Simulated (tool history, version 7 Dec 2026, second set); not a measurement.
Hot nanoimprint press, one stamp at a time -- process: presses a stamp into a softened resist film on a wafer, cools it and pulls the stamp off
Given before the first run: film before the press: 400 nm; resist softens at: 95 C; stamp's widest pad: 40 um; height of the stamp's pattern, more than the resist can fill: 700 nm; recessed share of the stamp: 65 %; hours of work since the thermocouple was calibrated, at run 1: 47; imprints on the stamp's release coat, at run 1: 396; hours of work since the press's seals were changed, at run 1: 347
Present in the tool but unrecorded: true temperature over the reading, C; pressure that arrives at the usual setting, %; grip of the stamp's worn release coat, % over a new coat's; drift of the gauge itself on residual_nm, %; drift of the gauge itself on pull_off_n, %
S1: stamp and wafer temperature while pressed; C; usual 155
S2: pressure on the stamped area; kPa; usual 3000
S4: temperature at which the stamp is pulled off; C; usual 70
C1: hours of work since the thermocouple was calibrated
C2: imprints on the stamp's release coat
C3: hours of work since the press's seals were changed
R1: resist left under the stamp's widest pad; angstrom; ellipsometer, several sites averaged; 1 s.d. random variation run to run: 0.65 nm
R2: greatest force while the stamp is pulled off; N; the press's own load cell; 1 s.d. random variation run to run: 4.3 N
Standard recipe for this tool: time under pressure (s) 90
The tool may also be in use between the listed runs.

run 1 day=0 | S1=155 S2=3000 time_under_pressure_(s)=90 S4=70 | C1=47 C2=396 C3=347 | R1=1539 R2=208
run 2 day=0.579 | S1=155 S2=3000 time_under_pressure_(s)=90 S4=61 | C1=56 C2=427 C3=356 | R1=1520 R2=267
run 3 day=0.942 | S1=155 S2=3000 time_under_pressure_(s)=90 S4=61 | C1=61 C2=447 C3=362 | R1=1525 R2=262
run 4 day=1.342 | S1=155 S2=3000 time_under_pressure_(s)=90 S4=61 | C1=68 C2=469 C3=368 | R1=1526 R2=261
run 5 day=2.1 | S1=155 S2=3000 time_under_pressure_(s)=90 S4=61 | C1=79 C2=510 C3=380 | R1=1515 R2=257
run 6 day=2.812 | S1=155 S2=3000 time_under_pressure_(s)=90 S4=70 | C1=90 C2=549 C3=391 | R1=1523 R2=216
run 7 day=3.608 | S1=155 S2=3910 time_under_pressure_(s)=90 S4=70 | C1=103 C2=593 C3=403 | R1=1326 R2=209
run 8 day=4.079 | S1=155 S2=3910 time_under_pressure_(s)=90 S4=70 | C1=110 C2=618 C3=410 | R1=1327 R2=212
run 9 day=4.504 | S1=155 S2=3000 time_under_pressure_(s)=90 S4=70 | C1=116 C2=641 C3=417 | R1=1502 R2=209
run 10 day=5.221 | S1=155 S2=3000 time_under_pressure_(s)=90 S4=70 | C1=127 C2=681 C3=428 | R1=1520 R2=205
run 11 day=5.879 | S1=155 S2=3000 time_under_pressure_(s)=90 S4=70 | C1=137 C2=716 C3=438 | R1=1499 R2=202
run 12 day=6.5 | S1=155 S2=3000 time_under_pressure_(s)=90 S4=70 | C1=147 C2=750 C3=447 | R1=1505 R2=212
-- day=7.088 stamp cleaned and given a new release coat
run 13 day=7.4 | S1=155 S2=3000 time_under_pressure_(s)=90 S4=70 | C1=157 C2=17 C3=458 | R1=1499 R2=204
run 14 day=7.8 | S1=155 S2=3000 time_under_pressure_(s)=90 S4=70 | C1=163 C2=39 C3=464 | R1=1504 R2=208
run 15 day=8.238 | S1=166 S2=3000 time_under_pressure_(s)=90 S4=70 | C1=170 C2=62 C3=470 | R1=881 R2=210
run 16 day=8.754 | S1=158 S2=3290 time_under_pressure_(s)=139 S4=57 | C1=178 C2=91 C3=478 | R1=1026 R2=285

Forecast run 17:
run 17 day=9.217 | S1=158 S2=3290 time_under_pressure_(s)=139 S4=57 | C1=185 C2=116 C3=485 | R1=? R2=?

R1: 1017 angstrom
R2: 277 N
Had the tool carried no hidden state, the very same run would have given R1 1037 angstrom, R2 277 N.

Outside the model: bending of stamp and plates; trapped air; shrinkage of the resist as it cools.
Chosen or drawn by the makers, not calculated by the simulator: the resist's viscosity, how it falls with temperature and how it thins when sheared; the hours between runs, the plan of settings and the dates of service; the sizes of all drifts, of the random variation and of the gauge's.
